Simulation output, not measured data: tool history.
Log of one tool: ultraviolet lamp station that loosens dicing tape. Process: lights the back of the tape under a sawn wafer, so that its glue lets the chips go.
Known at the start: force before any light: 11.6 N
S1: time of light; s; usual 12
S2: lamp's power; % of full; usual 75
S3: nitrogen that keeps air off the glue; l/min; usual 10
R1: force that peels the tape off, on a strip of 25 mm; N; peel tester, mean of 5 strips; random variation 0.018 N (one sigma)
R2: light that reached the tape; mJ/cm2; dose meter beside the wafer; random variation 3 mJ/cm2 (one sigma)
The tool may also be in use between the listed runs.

run	hour	S1	S2	S3	R1	R2
1	0.0	12	75	10	0.877	438
2	16.3	12	75	10	0.874	437
3	28.3	12	75	10	0.878	440
4	50.0	24	75	10	0.269	881
5	67.7	24	75	10	0.275	866
6	91.6	24	75	10	0.270	866
7	109.8	24	75	10	0.277	869
8	123.8	24	75	10	0.263	874
9	137.9	12	75	10	0.866	437
10	150.9	12	75	10	0.864	433
11	167.1	12	75	10	0.849	437
12	187.7	10	75	10	1.224	362
13	202.5	12	75	10	0.839	439
14	216.4	12	75	10	0.858	438
15	240.1	12	76	10	0.829	443
16	263.7	12	75	10	0.847	436
17	274.0	18	75	20	0.279	658
18	295.6	18	75	20	0.279	644
19	317.4	18	75	20	0.278	647
20	338.4	18	75	20	0.283	653
# hour 362.1: window cleaned of glue's vapour
21	362.1	18	75	20	0.275	655
22	374.2	18	75	20	0.276	654
23	391.7	18	86	9	0.332	754
24	403.6	14	93	9	0.452	634
25	421.6	12	95	15	0.398	557
26	434.3	12	95	15	0.403	557
27	455.6	12	95	15	0.389	553
28	471.1	12	99	19	0.323	573
29	485.4	17	89	8	0.370	741
30	503.1	22	61	4	0.811	648
31	517.0	17	75	10	0.410	621

Forecast each of these 4 alternatives for the next run:
A	536.1	12	75	5	?	?
B	536.1	17	76	10	?	?
C	536.1	12	79	10	?	?
D	536.1	12	64	10	?	?

run	R1	R2
A	1.557	433
B	0.418	624
C	0.758	458
D	1.171	375
Without the tool's hidden state the same runs would have given:
run	R1	R2
A	1.548	434
B	0.416	626
C	0.754	459
D	1.164	376

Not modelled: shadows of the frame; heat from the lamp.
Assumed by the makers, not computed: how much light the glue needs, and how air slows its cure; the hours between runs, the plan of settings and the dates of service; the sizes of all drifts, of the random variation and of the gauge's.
